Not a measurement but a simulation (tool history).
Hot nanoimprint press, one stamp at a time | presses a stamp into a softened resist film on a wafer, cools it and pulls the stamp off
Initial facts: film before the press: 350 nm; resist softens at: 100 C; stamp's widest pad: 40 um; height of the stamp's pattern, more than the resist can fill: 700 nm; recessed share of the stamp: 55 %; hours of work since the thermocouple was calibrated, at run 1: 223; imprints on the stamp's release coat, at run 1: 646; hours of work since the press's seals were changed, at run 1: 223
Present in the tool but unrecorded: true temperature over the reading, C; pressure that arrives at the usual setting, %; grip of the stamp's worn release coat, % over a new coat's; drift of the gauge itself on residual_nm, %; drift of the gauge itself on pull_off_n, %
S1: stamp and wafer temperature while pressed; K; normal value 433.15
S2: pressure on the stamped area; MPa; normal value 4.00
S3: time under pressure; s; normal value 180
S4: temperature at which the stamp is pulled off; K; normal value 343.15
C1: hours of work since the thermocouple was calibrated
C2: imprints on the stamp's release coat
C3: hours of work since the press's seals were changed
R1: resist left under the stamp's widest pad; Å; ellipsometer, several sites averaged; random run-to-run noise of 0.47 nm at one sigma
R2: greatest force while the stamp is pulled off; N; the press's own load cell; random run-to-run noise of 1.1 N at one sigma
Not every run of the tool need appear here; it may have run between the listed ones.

Run 1, hour 0.0: usual settings; C1 223; C2 646; C3 223. Result: R1 1479 Å, R2 227 N.
Run 2, hour 7.2: usual settings but S3 245 s; C1 226; C2 671; C3 226. Result: R1 1302 Å, R2 228 N.
Run 3, hour 16.2: usual settings but S3 245 s; C1 230; C2 701; C3 230. Result: R1 1301 Å, R2 230 N.
Run 4, hour 29.5: usual settings but S3 245 s; C1 236; C2 747; C3 236. Result: R1 1305 Å, R2 231 N.
At hour 43.1: stamp cleaned and given a new release coat.
Run 5, hour 49.4: usual settings but S1 422.15 K; C1 242; C2 22; C3 242. Result: R1 2285 Å, R2 209 N.
Run 6, hour 62.9: usual settings but S1 422.15 K; C1 248; C2 68; C3 248. Result: R1 2287 Å, R2 214 N.
Run 7, hour 70.4: usual settings but S1 421.15 K; C1 251; C2 94; C3 251. Result: R1 2370 Å, R2 214 N.
Run 8, hour 80.3: usual settings but S1 421.15 K, S4 345.15 K; C1 256; C2 127; C3 256. Result: R1 2364 Å, R2 211 N.
Run 9, hour 92.4: usual settings but S1 423.15 K, S4 345.15 K; C1 261; C2 169; C3 261. Result: R1 2205 Å, R2 211 N.
Run 10, hour 101.0: usual settings but S1 423.15 K, S3 105 s, S4 345.15 K; C1 265; C2 198; C3 265. Result: R1 2536 Å, R2 212 N.
Run 11, hour 110.8: usual settings but S4 345.15 K; C1 269; C2 231; C3 269. Result: R1 1495 Å, R2 213 N.
Run 12, hour 116.6: usual settings but S4 345.15 K; C1 272; C2 251; C3 272. Result: R1 1484 Å, R2 214 N.
Run 13, hour 123.0: usual settings but S3 108 s; C1 275; C2 273; C3 275. Result: R1 1806 Å, R2 218 N.
Run 14, hour 136.5: usual settings but S3 108 s; C1 281; C2 319; C3 281. Result: R1 1805 Å, R2 219 N.
Run 15, hour 149.6: usual settings; C1 287; C2 364; C3 287. Result: R1 1488 Å, R2 220 N.
Run 16, hour 158.7: usual settings but S1 442.15 K, S2 5.21 MPa; C1 291; C2 395; C3 291. Result: R1 897 Å, R2 223 N.
Run 17, hour 165.6: usual settings but S1 424.15 K, S2 6.04 MPa, S3 318 s, S4 350.15 K; C1 294; C2 418; C3 294. Result: R1 1482 Å, R2 209 N.
Run 18, hour 175.3: usual settings but S1 424.15 K, S2 6.04 MPa, S3 318 s, S4 350.15 K; C1 298; C2 451; C3 298. Result: R1 1484 Å, R2 209 N.
Run 19, hour 186.3: usual settings but S1 424.15 K, S2 6.04 MPa, S3 318 s, S4 350.15 K; C1 303; C2 489; C3 303. Result: R1 1484 Å, R2 209 N.
At hour 190.4: plate thermocouple calibrated.
Run 20, hour 199.4: usual settings but S1 437.15 K, S2 4.66 MPa, S3 153 s, S4 332.15 K; C1 4; C2 523; C3 307. Result: R1 1271 Å, R2 249 N.
Run 21, hour 205.0: usual settings but S1 426.15 K, S2 4.66 MPa, S3 153 s, S4 345.15 K; C1 6; C2 542; C3 310. Result: R1 1995 Å, R2 222 N.
Run 22, hour 216.3: usual settings but S2 3.74 MPa; C1 12; C2 581; C3 315. Result: R1 1555 Å, R2 227 N.
Run 23, hour 225.4: usual settings but S1 441.15 K, S2 3.74 MPa, S3 250 s; C1 16; C2 612; C3 319. Result: R1 980 Å, R2 227 N.
Run 24, hour 232.2: usual settings but S3 167 s, S4 344.15 K; C1 19; C2 635; C3 322. Result: R1 1557 Å, R2 225 N.
At hour 241.9: plate thermocouple calibrated, once more.
Run 25, hour 247.6: usual settings but S3 167 s, S4 344.15 K; C1 3; C2 678; C3 327. Result: R1 1482 Å, R2 223 N.
Run 26, hour 254.2: usual settings but S3 234 s; C1 5; C2 700; C3 330. Result: R1 1278 Å, R2 227 N.
Run 27, hour 261.5: usual settings but S4 348.15 K; C1 9; C2 725; C3 334. Result: R1 1432 Å, R2 217 N.
Run 28, hour 269.7: usual settings but S4 348.15 K; C1 12; C2 753; C3 337. Result: R1 1436 Å, R2 218 N.
At hour 280.7: stamp cleaned and given a new release coat.
Run 29, hour 286.3: usual settings but S1 438.15 K, S2 3.20 MPa; C1 17; C2 19; C3 342. Result: R1 1283 Å, R2 212 N.
Run 30, hour 294.0: usual settings but S1 438.15 K, S2 3.20 MPa, S3 263 s, S4 339.15 K; C1 21; C2 45; C3 345. Result: R1 1106 Å, R2 217 N.

Some steps in R1, run to run, broken into two amounts with sign: the step expected even without the hidden condition (settings, incoming material, random variation), and the rest, left for the hidden condition together with whatever gauge scatter is not in both the measured and the hidden-condition-free result:
Run 4 -> 5: S1 433.15 -> 422.15, S3 245 -> 180, stamp cleaned and given a new release coat. R1 +980 Å: hidden state +20, all else +960.
Run 10 -> 11: S1 423.15 -> 433.15, S3 105 -> 180. R1 -1041 Å: hidden state -9, all else -1032.
Run 16 -> 17: S1 442.15 -> 424.15, S2 5.21 -> 6.04, S3 180 -> 318, S4 343.15 -> 350.15. R1 +585 Å: hidden state +32, all else +553.
Run 20 -> 21: S1 437.15 -> 426.15, S4 332.15 -> 345.15. R1 +724 Å: hidden state +32, all else +692.
Run 24 -> 25: plate thermocouple calibrated, once more. R1 -75 Å: hidden state -90, all else +15.
